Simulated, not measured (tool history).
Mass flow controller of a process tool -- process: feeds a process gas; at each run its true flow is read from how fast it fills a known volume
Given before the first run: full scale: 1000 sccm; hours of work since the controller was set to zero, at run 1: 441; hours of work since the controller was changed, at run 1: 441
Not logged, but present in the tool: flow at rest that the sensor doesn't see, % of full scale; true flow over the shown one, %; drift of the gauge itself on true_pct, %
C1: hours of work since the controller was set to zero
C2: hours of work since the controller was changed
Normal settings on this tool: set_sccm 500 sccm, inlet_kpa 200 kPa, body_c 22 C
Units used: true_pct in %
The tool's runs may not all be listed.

run 1 hour=0 | set_sccm=500 inlet_kpa=200 body_c=22 | C1=441 C2=441 | true_pct=98.83
run 2 hour=509.7 | set_sccm=500 inlet_kpa=200 body_c=22 | C1=802 C2=802 | true_pct=98.77
run 3 hour=1007.1 | set_sccm=128 inlet_kpa=200 body_c=22 | C1=1154 C2=1154 | true_pct=96.69
run 4 hour=1468.6 | set_sccm=128 inlet_kpa=200 body_c=22 | C1=1481 C2=1481 | true_pct=96.57
run 5 hour=1813.4 | set_sccm=128 inlet_kpa=200 body_c=22 | C1=1725 C2=1725 | true_pct=96.12
run 6 hour=2042 | set_sccm=500 inlet_kpa=200 body_c=22 | C1=1887 C2=1887 | true_pct=98.66
run 7 hour=2545.3 | set_sccm=500 inlet_kpa=200 body_c=26 | C1=2244 C2=2244 | true_pct=98.75
run 8 hour=3054.6 | set_sccm=125 inlet_kpa=200 body_c=22 | C1=2605 C2=2605 | true_pct=95.54
run 9 hour=3379.2 | set_sccm=500 inlet_kpa=200 body_c=37 | C1=2834 C2=2834 | true_pct=99.52
run 10 hour=3613.3 | set_sccm=500 inlet_kpa=200 body_c=37 | C1=3000 C2=3000 | true_pct=99.27
run 11 hour=3936.7 | set_sccm=507 inlet_kpa=163 body_c=22 | C1=3229 C2=3229 | true_pct=98.25
run 12 hour=4243.4 | set_sccm=500 inlet_kpa=253 body_c=38 | C1=3447 C2=3447 | true_pct=99.55
run 13 hour=4577.8 | set_sccm=500 inlet_kpa=253 body_c=38 | C1=3683 C2=3683 | true_pct=99.61
run 14 hour=5068.8 | set_sccm=500 inlet_kpa=253 body_c=31 | C1=4031 C2=4031 | true_pct=99.27
run 15 hour=5585.3 | set_sccm=448 inlet_kpa=273 body_c=31 | C1=4397 C2=4397 | true_pct=98.97
run 16 hour=5885.5 | set_sccm=448 inlet_kpa=181 body_c=30 | C1=4610 C2=4610 | true_pct=98.45
run 17 hour=6369.6 | set_sccm=157 inlet_kpa=247 body_c=32 | C1=4953 C2=4953 | true_pct=95.5
run 18 hour=6835.8 | set_sccm=500 inlet_kpa=200 body_c=26 | C1=5283 C2=5283 | true_pct=98.51

Here are 4 independent what-if runs from the current tool condition. What would each one return?
-- hour=7245.5 controller's zero set anew
run A hour=7296.8 | set_sccm=500 inlet_kpa=147 body_c=22 | C1=36 C2=5609 | true_pct=?
-- hour=7245.5 controller's zero set anew
run B hour=7296.8 | set_sccm=785 inlet_kpa=200 body_c=24 | C1=36 C2=5609 | true_pct=?
-- hour=7245.5 controller's zero set anew
run C hour=7296.8 | set_sccm=500 inlet_kpa=240 body_c=33 | C1=36 C2=5609 | true_pct=?
-- hour=7245.5 controller's zero set anew
run D hour=7296.8 | set_sccm=504 inlet_kpa=200 body_c=22 | C1=36 C2=5609 | true_pct=?

run=A true_pct=99.24
run=B true_pct=100.29
run=C true_pct=100.37
run=D true_pct=99.55
The same runs, with their run-to-run variation unchanged, on a tool lacking any hidden condition would have given:
run=A true_pct=98.55
run=B true_pct=99.54
run=C true_pct=99.69
run=D true_pct=98.87
